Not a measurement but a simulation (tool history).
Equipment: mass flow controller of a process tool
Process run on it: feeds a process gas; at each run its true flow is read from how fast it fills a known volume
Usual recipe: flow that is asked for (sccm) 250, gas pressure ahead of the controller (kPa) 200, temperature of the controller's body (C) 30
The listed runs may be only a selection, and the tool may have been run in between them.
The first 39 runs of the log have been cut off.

run     hour  flow that is asked for (sccm)  gas pressure ahead of the controller (kPa)  temperature of the controller's body (C)  hours of work since the controller was set to zero  hours of work since the controller was changed  true flow (%)
 40  10421.9                            330                                         243                                        22                                                2139                                            9969          95.66
 41  10706.2                            145                                         233                                        34                                                2315                                           10146          93.44
 42  10943.3                            134                                         183                                        39                                                2463                                           10293          93.35
 43  11161.0                            134                                         186                                        36                                                2598                                           10428          93.34
 44  11460.4                            134                                         270                                        36                                                2784                                           10615          92.50
 45  11810.5                             93                                         223                                        33                                                3002                                           10832          92.40
 46  12154.3                            250                                         192                                        20                                                3215                                           11046          95.26
 47  12413.2                            361                                         255                                        30                                                3376                                           11207          94.38
 48  12708.9                            361                                         255                                        30                                                3560                                           11391          94.30

3 ways to go on from here, each from the tool as it stands after run 48. What would each give?
  A  12947.7                            361                                         212                                        26                                                3709                                           11539              ?
  B  12947.7                            153                                         200                                        30                                                3709                                           11539              ?
  C  12947.7                            168                                         255                                        30                                                3709                                           11539              ?

run  true flow (%)
  A          94.95
  B          93.18
  C          92.99
Stripped of hidden state, with their random variation kept, the same runs would have yielded:
run  true flow (%)
  A          99.32
  B          98.43
  C          98.10
